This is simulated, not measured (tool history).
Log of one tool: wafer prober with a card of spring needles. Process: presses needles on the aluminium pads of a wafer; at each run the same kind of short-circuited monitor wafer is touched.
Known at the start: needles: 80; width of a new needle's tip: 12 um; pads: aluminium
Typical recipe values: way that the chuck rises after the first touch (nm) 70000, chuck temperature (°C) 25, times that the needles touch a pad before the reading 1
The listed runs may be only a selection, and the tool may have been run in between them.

run	hour	way that the chuck rises after the first touch (nm)	chuck temperature (°C)	times that the needles touch a pad before the reading	resistance of one needle with its contact and lead (mohm)	way that a needle slides on the pad (nm)
1	0.0	70000	25	1	212	19100
# hour 2.4: tips cleaned on abrasive film
2	8.5	70000	25	1	211	18990
# hour 10.0: tips cleaned on abrasive film
# hour 16.5: tips cleaned on abrasive film
# hour 23.2: tips cleaned on abrasive film
3	23.2	70000	52	1	202	19080
# hour 30.8: tips cleaned on abrasive film
4	37.1	70000	25	1	216	18880
# hour 38.3: tips cleaned on abrasive film
# hour 45.0: tips cleaned on abrasive film
5	45.7	70000	25	1	204	19010
# hour 51.7: tips cleaned on abrasive film
6	56.2	70000	25	1	209	18970
# hour 58.5: tips cleaned on abrasive film
# hour 65.5: tips cleaned on abrasive film
7	69.3	70000	25	1	208	18790
# hour 72.2: tips cleaned on abrasive film
8	76.3	70000	25	2	203	18620
# hour 79.0: tips cleaned on abrasive film
# hour 86.1: tips cleaned on abrasive film
9	89.9	70000	25	2	202	18770
# hour 93.3: tips cleaned on abrasive film
# hour 100.6: tips cleaned on abrasive film
10	105.2	70000	25	3	202	18780
# hour 107.9: tips cleaned on abrasive film
11	113.8	59000	120	1	231	15620
# hour 114.6: tips cleaned on abrasive film
# hour 121.2: tips cleaned on abrasive film
12	124.1	70000	45	1	211	18620
# hour 128.4: tips cleaned on abrasive film
# hour 135.0: tips cleaned on abrasive film
13	137.7	70000	45	1	205	18680
# hour 142.1: tips cleaned on abrasive film
# hour 148.9: tips cleaned on abrasive film
14	152.9	70000	62	1	216	18520

3 options for the next run, each taken on its own from the tool as it stands now. Forecast them:
# hour 155.4: tips cleaned on abrasive film
# hour 162.3: tips cleaned on abrasive film
A	166.7	58000	107	2	?	?
# hour 155.4: tips cleaned on abrasive film
# hour 162.3: tips cleaned on abrasive film
B	166.7	70000	69	1	?	?
# hour 155.4: tips cleaned on abrasive film
# hour 162.3: tips cleaned on abrasive film
C	166.7	84000	62	1	?	?

run	resistance of one needle with its contact and lead (mohm)	way that a needle slides on the pad (nm)
A	224	15050
B	219	18500
C	213	22400
Take away the tool's hidden state, keep each run's random variation, and the runs would have read:
run	resistance of one needle with its contact and lead (mohm)	way that a needle slides on the pad (nm)
A	215	15800
B	207	19260
C	203	23150
